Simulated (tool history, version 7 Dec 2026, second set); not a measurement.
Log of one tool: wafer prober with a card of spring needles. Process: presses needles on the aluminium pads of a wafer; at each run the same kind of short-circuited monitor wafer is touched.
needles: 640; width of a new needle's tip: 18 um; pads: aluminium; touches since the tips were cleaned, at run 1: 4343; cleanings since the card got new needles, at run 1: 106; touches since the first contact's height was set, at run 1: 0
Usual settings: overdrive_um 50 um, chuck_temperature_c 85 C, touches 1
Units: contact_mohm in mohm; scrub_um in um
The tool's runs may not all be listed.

run	hour	overdrive_um	chuck_temperature_c	touches	touches since the tips were cleaned	cleanings since the card got new needles	touches since the first contact's height was set	contact_mohm	scrub_um
1	0.0	50	85	1	4343	106	0	167	10.57
# hour 5.8: tips cleaned on abrasive film
# hour 20.1: tips cleaned on abrasive film
# hour 34.4: tips cleaned on abrasive film
# hour 48.7: tips cleaned on abrasive film
2	56.9	50	85	1	4538	110	31140	167	10.54
# hour 62.7: tips cleaned on abrasive film
# hour 74.2: tips cleaned on abrasive film
# hour 88.5: tips cleaned on abrasive film
# hour 101.2: tips cleaned on abrasive film
3	101.2	50	85	1	0	114	55290	142	10.45
# hour 115.5: tips cleaned on abrasive film
# hour 129.8: tips cleaned on abrasive film
# hour 144.1: tips cleaned on abrasive film
# hour 158.4: tips cleaned on abrasive film
4	165.1	50	85	1	3672	118	90259	165	10.38
# hour 170.8: tips cleaned on abrasive film
# hour 185.1: tips cleaned on abrasive film
5	195.1	50	85	1	5478	120	106693	170	10.38
# hour 198.0: tips cleaned on abrasive film
# hour 212.3: tips cleaned on abrasive film
# hour 226.6: tips cleaned on abrasive film
# hour 240.9: tips cleaned on abrasive film
# hour 241.2: height of the first contact set anew
# hour 252.7: tips cleaned on abrasive film
6	260.9	50	85	1	4537	125	10797	166	10.55
# hour 266.7: tips cleaned on abrasive film
# hour 281.0: tips cleaned on abrasive film
# hour 292.5: tips cleaned on abrasive film
7	299.9	50	27	1	4057	128	32067	158	10.47
# hour 305.6: tips cleaned on abrasive film
# hour 317.1: tips cleaned on abrasive film
# hour 331.4: tips cleaned on abrasive film
# hour 342.9: tips cleaned on abrasive film
# hour 357.2: tips cleaned on abrasive film
8	358.3	50	27	1	599	133	63962	141	10.45
# hour 369.7: tips cleaned on abrasive film
# hour 384.0: tips cleaned on abrasive film
# hour 395.5: tips cleaned on abrasive film
# hour 409.8: tips cleaned on abrasive film
# hour 421.2: tips cleaned on abrasive film
9	426.8	50	85	1	3034	138	101421	162	10.39
# hour 435.4: tips cleaned on abrasive film
# hour 449.7: tips cleaned on abrasive film
# hour 464.0: tips cleaned on abrasive film
# hour 478.3: tips cleaned on abrasive film
# hour 481.4: height of the first contact set anew
10	488.1	50	85	1	5258	142	3692	172	10.56
# hour 491.1: tips cleaned on abrasive film
# hour 505.4: tips cleaned on abrasive film
# hour 519.7: tips cleaned on abrasive film
# hour 534.0: tips cleaned on abrasive film
11	535.0	50	85	1	536	146	29266	143	10.51
# hour 546.4: tips cleaned on abrasive film
# hour 557.9: tips cleaned on abrasive film
# hour 572.2: tips cleaned on abrasive film
# hour 586.5: tips cleaned on abrasive film
12	591.7	37	85	1	2845	150	60278	189	7.73
# hour 600.3: tips cleaned on abrasive film
# hour 611.7: tips cleaned on abrasive film
# hour 623.2: tips cleaned on abrasive film
# hour 637.5: tips cleaned on abrasive film
13	639.0	33	85	1	818	154	86133	165	6.83
# hour 650.5: tips cleaned on abrasive film
# hour 664.8: tips cleaned on abrasive film
14	669.4	33	85	1	2570	156	102786	188	6.78
# hour 678.0: tips cleaned on abrasive film
# hour 692.4: tips cleaned on abrasive film
# hour 706.7: tips cleaned on abrasive film
15	707.0	33	85	1	212	159	123341	159	6.74
# hour 718.5: tips cleaned on abrasive film
# hour 721.6: height of the first contact set anew
# hour 730.3: tips cleaned on abrasive film
# hour 741.7: tips cleaned on abrasive film
# hour 756.0: tips cleaned on abrasive film
16	762.7	33	85	1	3701	163	22478	201	6.92
# hour 768.5: tips cleaned on abrasive film
# hour 782.8: tips cleaned on abrasive film
# hour 797.1: tips cleaned on abrasive film
# hour 811.4: tips cleaned on abrasive film
# hour 825.7: tips cleaned on abrasive film
17	828.0	33	85	1	1247	168	58154	179	6.86
# hour 839.5: tips cleaned on abrasive film
# hour 853.8: tips cleaned on abrasive film
# hour 868.1: tips cleaned on abrasive film
18	875.8	33	85	1	4269	171	84331	212	6.84
# hour 881.6: tips cleaned on abrasive film
# hour 895.9: tips cleaned on abrasive film
# hour 907.4: tips cleaned on abrasive film
# hour 921.7: tips cleaned on abrasive film
# hour 936.0: tips cleaned on abrasive film
19	939.9	64	85	1	2154	176	119348	148	13.31
# hour 948.5: tips cleaned on abrasive film
# hour 962.8: tips cleaned on abrasive film
# hour 963.1: height of the first contact set anew
# hour 977.4: tips cleaned on abrasive film
20	984.5	62	78	2	3922	179	11745	147	13.10
# hour 990.3: tips cleaned on abrasive film
# hour 1001.8: tips cleaned on abrasive film
# hour 1016.1: tips cleaned on abrasive film
21	1024.7	62	78	3	4734	182	33692	144	13.02
# hour 1027.7: tips cleaned on abrasive film
# hour 1042.0: tips cleaned on abrasive film
# hour 1053.4: tips cleaned on abrasive film
# hour 1067.7: tips cleaned on abrasive film
# hour 1082.0: tips cleaned on abrasive film
22	1091.4	56	71	1	5149	187	70153	162	11.69
# hour 1094.3: tips cleaned on abrasive film
# hour 1108.6: tips cleaned on abrasive film
# hour 1122.9: tips cleaned on abrasive film
# hour 1137.2: tips cleaned on abrasive film
# hour 1151.5: tips cleaned on abrasive film
23	1162.0	56	71	1	5780	192	108795	164	11.63
# hour 1165.0: tips cleaned on abrasive film
# hour 1179.3: tips cleaned on abrasive film
# hour 1193.6: tips cleaned on abrasive film
# hour 1202.4: height of the first contact set anew
# hour 1208.2: tips cleaned on abrasive film
# hour 1222.5: tips cleaned on abrasive film
24	1224.7	56	71	1	1195	197	12149	147	11.79
# hour 1236.1: tips cleaned on abrasive film
# hour 1250.4: tips cleaned on abrasive film
# hour 1261.9: tips cleaned on abrasive film
# hour 1276.2: tips cleaned on abrasive film
# hour 1287.7: tips cleaned on abrasive film
25	1293.0	54	40	3	2934	202	49510	136	11.34
# hour 1301.6: tips cleaned on abrasive film
# hour 1315.9: tips cleaned on abrasive film
# hour 1330.2: tips cleaned on abrasive film
# hour 1344.5: tips cleaned on abrasive film
26	1346.3	41	68	3	970	206	78647	145	8.52

Forecast each of these 3 alternatives for the next run:
# hour 1357.7: tips cleaned on abrasive film
# hour 1372.0: tips cleaned on abrasive film
A	1376.7	62	101	1	2586	208	95317	?	?
# hour 1357.7: tips cleaned on abrasive film
# hour 1372.0: tips cleaned on abrasive film
B	1376.7	48	50	2	2586	208	95317	?	?
# hour 1357.7: tips cleaned on abrasive film
# hour 1372.0: tips cleaned on abrasive film
C	1376.7	38	55	1	2586	208	95317	?	?

run	contact_mohm	scrub_um
A	152	12.92
B	147	9.98
C	174	7.87
Without the tool's hidden state the same runs would have given:
run	contact_mohm	scrub_um
A	137	13.09
B	131	10.15
C	135	8.04
